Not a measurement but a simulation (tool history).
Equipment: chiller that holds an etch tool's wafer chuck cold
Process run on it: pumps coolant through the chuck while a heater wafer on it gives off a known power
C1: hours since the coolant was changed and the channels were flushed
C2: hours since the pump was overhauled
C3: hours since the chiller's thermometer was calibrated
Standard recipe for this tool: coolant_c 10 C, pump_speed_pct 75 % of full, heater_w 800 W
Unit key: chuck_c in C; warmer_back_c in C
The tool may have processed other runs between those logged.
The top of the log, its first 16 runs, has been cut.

Run 17, day 54.7: usual settings but coolant_c 13 C; C1 2445; C2 3303; C3 848. Result: chuck_c 19.32 C, warmer_back_c 2.74 C.
Run 18, day 58.579: usual settings but coolant_c 13 C; C1 2538; C2 3396; C3 941. Result: chuck_c 19.2 C, warmer_back_c 2.7 C.
Run 19, day 62.8: usual settings but coolant_c 8 C, pump_speed_pct 86 % of full; C1 2640; C2 3497; C3 1042. Result: chuck_c 13.82 C, warmer_back_c 2.33 C.
Run 20, day 65.429: usual settings but coolant_c 8 C, pump_speed_pct 86 % of full; C1 2703; C2 3560; C3 1105. Result: chuck_c 13.64 C, warmer_back_c 2.24 C.
Run 21, day 67.433: usual settings but coolant_c 3 C, heater_w 413 W; C1 2751; C2 3608; C3 1153. Result: chuck_c 6.44 C, warmer_back_c 1.19 C.
Run 22, day 70.338: usual settings but pump_speed_pct 82 % of full, heater_w 1066 W; C1 2821; C2 3678; C3 1223. Result: chuck_c 17.85 C, warmer_back_c 3.2 C.
Run 23, day 72.608: usual settings but coolant_c 20 C, pump_speed_pct 82 % of full, heater_w 1066 W; C1 2875; C2 3733; C3 1278. Result: chuck_c 27.87 C, warmer_back_c 3.23 C.
Run 24, day 76.192: usual settings but coolant_c 20 C, pump_speed_pct 82 % of full, heater_w 1066 W; C1 2961; C2 3819; C3 1364. Result: chuck_c 27.75 C, warmer_back_c 3.13 C.
Run 25, day 78.642: usual settings but coolant_c 5 C, pump_speed_pct 83 % of full, heater_w 549 W; C1 3020; C2 3877; C3 1422. Result: chuck_c 8.95 C, warmer_back_c 1.33 C.
At day 79.542: coolant changed, channels flushed.
Run 26, day 83.221: usual settings but coolant_c 20 C, heater_w 1050 W; C1 88; C2 3981; C3 1526. Result: chuck_c 28.27 C, warmer_back_c 3.29 C.
Run 27, day 85.933: usual settings but coolant_c 13 C, heater_w 689 W; C1 153; C2 4046; C3 1591. Result: chuck_c 18.32 C, warmer_back_c 2.01 C.
Run 28, day 90.083: usual settings but coolant_c 13 C, heater_w 689 W; C1 253; C2 4146; C3 1691. Result: chuck_c 18.31 C, warmer_back_c 1.91 C.
Run 29, day 93.396: usual settings but coolant_c 13 C, heater_w 689 W; C1 332; C2 4225; C3 1771. Result: chuck_c 18.36 C, warmer_back_c 1.88 C.
Run 30, day 96.421: usual settings but coolant_c 13 C, heater_w 689 W; C1 405; C2 4298; C3 1843. Result: chuck_c 18.41 C, warmer_back_c 1.86 C.
Run 31, day 100.358: usual settings but coolant_c 1 C, pump_speed_pct 68 % of full; C1 500; C2 4393; C3 1938. Result: chuck_c 7.75 C, warmer_back_c 2.53 C.

Each row is a separate what-if for the run after 31, all from the same tool condition, not one after another. Results?
Run A, day 104.254: usual settings but coolant_c 14 C, heater_w 475 W; C1 593; C2 4486; C3 2031. Result: chuck_c ?, warmer_back_c ?.
Run B, day 104.254: usual settings but coolant_c 4 C, pump_speed_pct 81 % of full; C1 593; C2 4486; C3 2031. Result: chuck_c ?, warmer_back_c ?.
Run C, day 104.254: usual settings but coolant_c 1 C, pump_speed_pct 64 % of full, heater_w 1072 W; C1 593; C2 4486; C3 2031. Result: chuck_c ?, warmer_back_c ?.
Run D, day 104.254: usual settings but pump_speed_pct 65 % of full, heater_w 431 W; C1 593; C2 4486; C3 2031. Result: chuck_c ?, warmer_back_c ?.

run  chuck_c  warmer_back_c
  A    17.79           0.98
  B      9.8           1.95
  C    10.75           3.85
  D    13.74           1.04
The same runs, with their run-to-run variation unchanged, on a tool lacking any hidden condition would have given:
run  chuck_c  warmer_back_c
  A    17.79           1.74
  B     9.79            2.7
  C    10.73            4.6
  D    13.74            1.8
